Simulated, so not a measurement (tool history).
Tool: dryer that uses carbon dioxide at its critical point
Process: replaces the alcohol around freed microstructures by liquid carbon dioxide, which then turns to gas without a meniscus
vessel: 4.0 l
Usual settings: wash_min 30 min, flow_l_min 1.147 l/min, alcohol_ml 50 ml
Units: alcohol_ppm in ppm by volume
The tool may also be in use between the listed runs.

{"run": 1, "hour": 0.0, "wash_min": 30, "flow_l_min": 1.147, "alcohol_ml": 50, "alcohol_ppm": 62}
{"run": 2, "hour": 12.7, "wash_min": 30, "flow_l_min": 1.147, "alcohol_ml": 50, "alcohol_ppm": 59}
{"run": 3, "hour": 39.5, "wash_min": 30, "flow_l_min": 1.54, "alcohol_ml": 50, "alcohol_ppm": 40}
{"run": 4, "hour": 67.2, "wash_min": 30, "flow_l_min": 1.54, "alcohol_ml": 50, "alcohol_ppm": 45}
{"run": 5, "hour": 93.8, "wash_min": 30, "flow_l_min": 1.54, "alcohol_ml": 50, "alcohol_ppm": 45}
{"run": 6, "hour": 111.2, "wash_min": 30, "flow_l_min": 1.54, "alcohol_ml": 50, "alcohol_ppm": 43}
{"run": 7, "hour": 127.5, "wash_min": 30, "flow_l_min": 1.54, "alcohol_ml": 50, "alcohol_ppm": 54}
{"run": 8, "hour": 153.7, "wash_min": 30, "flow_l_min": 0.81, "alcohol_ml": 50, "alcohol_ppm": 203}
{"run": 9, "hour": 169.6, "wash_min": 30, "flow_l_min": 0.81, "alcohol_ml": 50, "alcohol_ppm": 213}
{"run": 10, "hour": 195.7, "wash_min": 30, "flow_l_min": 0.81, "alcohol_ml": 50, "alcohol_ppm": 218}
{"run": 11, "hour": 211.3, "wash_min": 23, "flow_l_min": 1.147, "alcohol_ml": 50, "alcohol_ppm": 154}
{"run": 12, "hour": 229.9, "wash_min": 23, "flow_l_min": 1.147, "alcohol_ml": 50, "alcohol_ppm": 161}
{"run": 13, "hour": 258.1, "wash_min": 23, "flow_l_min": 1.147, "alcohol_ml": 50, "alcohol_ppm": 172}
{"run": 14, "hour": 285.9, "wash_min": 21, "flow_l_min": 1.93, "alcohol_ml": 27, "alcohol_ppm": 60}
{"run": 15, "hour": 302.9, "wash_min": 21, "flow_l_min": 1.67, "alcohol_ml": 26, "alcohol_ppm": 69}
{"run": 16, "hour": 319.2, "wash_min": 30, "flow_l_min": 1.147, "alcohol_ml": 35, "alcohol_ppm": 69}
{"hour": 329.1, "done": "inlet filter changed"}
{"run": 17, "hour": 348.2, "wash_min": 29, "flow_l_min": 1.87, "alcohol_ml": 84, "alcohol_ppm": 56}
{"run": 18, "hour": 373.6, "wash_min": 29, "flow_l_min": 1.87, "alcohol_ml": 84, "alcohol_ppm": 73}
{"run": 19, "hour": 393.4, "wash_min": 29, "flow_l_min": 1.87, "alcohol_ml": 84, "alcohol_ppm": 61}
{"run": 20, "hour": 422.2, "wash_min": 30, "flow_l_min": 0.82, "alcohol_ml": 103, "alcohol_ppm": 233}
{"run": 21, "hour": 438.6, "wash_min": 34, "flow_l_min": 0.86, "alcohol_ml": 37, "alcohol_ppm": 84}
{"run": 22, "hour": 464.9, "wash_min": 30, "flow_l_min": 1.147, "alcohol_ml": 117, "alcohol_ppm": 98}
{"run": 23, "hour": 483.2, "wash_min": 30, "flow_l_min": 1.147, "alcohol_ml": 66, "alcohol_ppm": 87}
{"run": 24, "hour": 506.0, "wash_min": 30, "flow_l_min": 1.147, "alcohol_ml": 66, "alcohol_ppm": 82}
{"run": 25, "hour": 532.5, "wash_min": 30, "flow_l_min": 1.147, "alcohol_ml": 66, "alcohol_ppm": 76}
{"run": 26, "hour": 555.7, "wash_min": 30, "flow_l_min": 0.89, "alcohol_ml": 50, "alcohol_ppm": 128}

Forecast each of these 5 alternatives for the next run:
{"run": "A", "hour": 569.0, "wash_min": 30, "flow_l_min": 1.75, "alcohol_ml": 49, "alcohol_ppm": "?"}
{"run": "B", "hour": 569.0, "wash_min": 21, "flow_l_min": 1.04, "alcohol_ml": 101, "alcohol_ppm": "?"}
{"run": "C", "hour": 569.0, "wash_min": 30, "flow_l_min": 0.89, "alcohol_ml": 90, "alcohol_ppm": "?"}
{"run": "D", "hour": 569.0, "wash_min": 30, "flow_l_min": 0.89, "alcohol_ml": 28, "alcohol_ppm": "?"}
{"run": "E", "hour": 569.0, "wash_min": 19, "flow_l_min": 1.147, "alcohol_ml": 83, "alcohol_ppm": "?"}

run=A alcohol_ppm=62
run=B alcohol_ppm=413
run=C alcohol_ppm=187
run=D alcohol_ppm=104
run=E alcohol_ppm=360
Without the tool's hidden state the same runs would have given:
run=A alcohol_ppm=3
run=B alcohol_ppm=293
run=C alcohol_ppm=104
run=D alcohol_ppm=39
run=E alcohol_ppm=250

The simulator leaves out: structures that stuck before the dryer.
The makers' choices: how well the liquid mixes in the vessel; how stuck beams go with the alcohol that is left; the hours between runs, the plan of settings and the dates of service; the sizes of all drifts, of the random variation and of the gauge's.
